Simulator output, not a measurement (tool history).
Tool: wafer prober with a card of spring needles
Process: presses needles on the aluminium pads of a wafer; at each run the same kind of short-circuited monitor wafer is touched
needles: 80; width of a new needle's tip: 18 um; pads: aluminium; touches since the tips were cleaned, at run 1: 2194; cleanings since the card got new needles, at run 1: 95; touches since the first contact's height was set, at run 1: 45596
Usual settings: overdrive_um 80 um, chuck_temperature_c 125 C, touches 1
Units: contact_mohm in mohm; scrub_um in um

run	hour	overdrive_um	chuck_temperature_c	touches	touches since the tips were cleaned	cleanings since the card got new needles	touches since the first contact's height was set	contact_mohm	scrub_um
1	0	80	125	1	2194	95	45596	189	18.31
# hour 7.3: tips cleaned on abrasive film
# hour 19.4: tips cleaned on abrasive film
# hour 31.6: tips cleaned on abrasive film
2	31.8	80	125	1	75	98	58727	173	18.24
# hour 42: tips cleaned on abrasive film
# hour 54.5: tips cleaned on abrasive film
3	54.6	80	125	1	35	100	68132	172	18.24
# hour 65.8: tips cleaned on abrasive film
# hour 77.5: tips cleaned on abrasive film
4	80.6	80	125	1	1298	102	78896	182	18.2
# hour 88.2: tips cleaned on abrasive film
# hour 100.2: tips cleaned on abrasive film
# hour 111.3: tips cleaned on abrasive film
5	116	80	125	2	1979	105	93551	182	18.12
# hour 122.9: tips cleaned on abrasive film
# hour 133.8: tips cleaned on abrasive film
# hour 145.6: tips cleaned on abrasive film
6	147.4	80	125	2	769	108	106511	178	18.06
# hour 155.4: height of the first contact set anew
# hour 158: tips cleaned on abrasive film
# hour 170.6: tips cleaned on abrasive film
7	179	80	64	1	3504	110	9761	186	18.47
# hour 181.3: tips cleaned on abrasive film
# hour 192.9: tips cleaned on abrasive film
# hour 204.9: tips cleaned on abrasive film
8	209	80	64	1	1707	113	22170	178	18.4
# hour 217.3: tips cleaned on abrasive film
# hour 229: tips cleaned on abrasive film
9	237.4	86	38	3	3492	115	33916	163	19.73
# hour 240.1: tips cleaned on abrasive film
# hour 252.2: tips cleaned on abrasive film
10	256.3	86	38	3	1726	117	41717	160	19.69
# hour 264.5: tips cleaned on abrasive film
# hour 276.3: tips cleaned on abrasive film
11	285.3	73	125	1	3728	119	53695	198	16.64
# hour 287.9: tips cleaned on abrasive film
# hour 300.1: tips cleaned on abrasive film
12	304.2	62	125	2	1713	121	61496	189	14.06
# hour 310.9: tips cleaned on abrasive film
# hour 322.7: tips cleaned on abrasive film
# hour 335: tips cleaned on abrasive film
13	340.6	62	125	2	2302	124	76534	196	13.97
# hour 346.7: tips cleaned on abrasive film
# hour 357.8: tips cleaned on abrasive film
14	357.8	97	28	2	0	126	83623	153	22.07
# hour 369.7: tips cleaned on abrasive film
# hour 380.6: tips cleaned on abrasive film
15	390.3	97	28	2	4031	128	97092	165	22
# hour 392.9: tips cleaned on abrasive film
# hour 405.7: tips cleaned on abrasive film
16	406.8	86	111	2	453	130	103898	173	19.4

3 ways to go on from here, each from the tool as it stands after run 16. What would each give?
# hour 417.9: tips cleaned on abrasive film
# hour 419.7: height of the first contact set anew
# hour 429.4: tips cleaned on abrasive film
# hour 439.7: tips cleaned on abrasive film
A	439.7	75	69	2	0	133	8240	?	?
# hour 417.9: tips cleaned on abrasive film
# hour 419.7: height of the first contact set anew
# hour 429.4: tips cleaned on abrasive film
# hour 439.7: tips cleaned on abrasive film
B	439.7	86	79	2	0	133	8240	?	?
# hour 417.9: tips cleaned on abrasive film
# hour 419.7: height of the first contact set anew
# hour 429.4: tips cleaned on abrasive film
# hour 439.7: tips cleaned on abrasive film
C	439.7	88	61	1	0	133	8240	?	?

run	contact_mohm	scrub_um
A	163	17.29
B	163	19.8
C	162	20.27
Without the tool's hidden state the same runs would have given:
run	contact_mohm	scrub_um
A	158	17.34
B	159	19.86
C	157	20.32
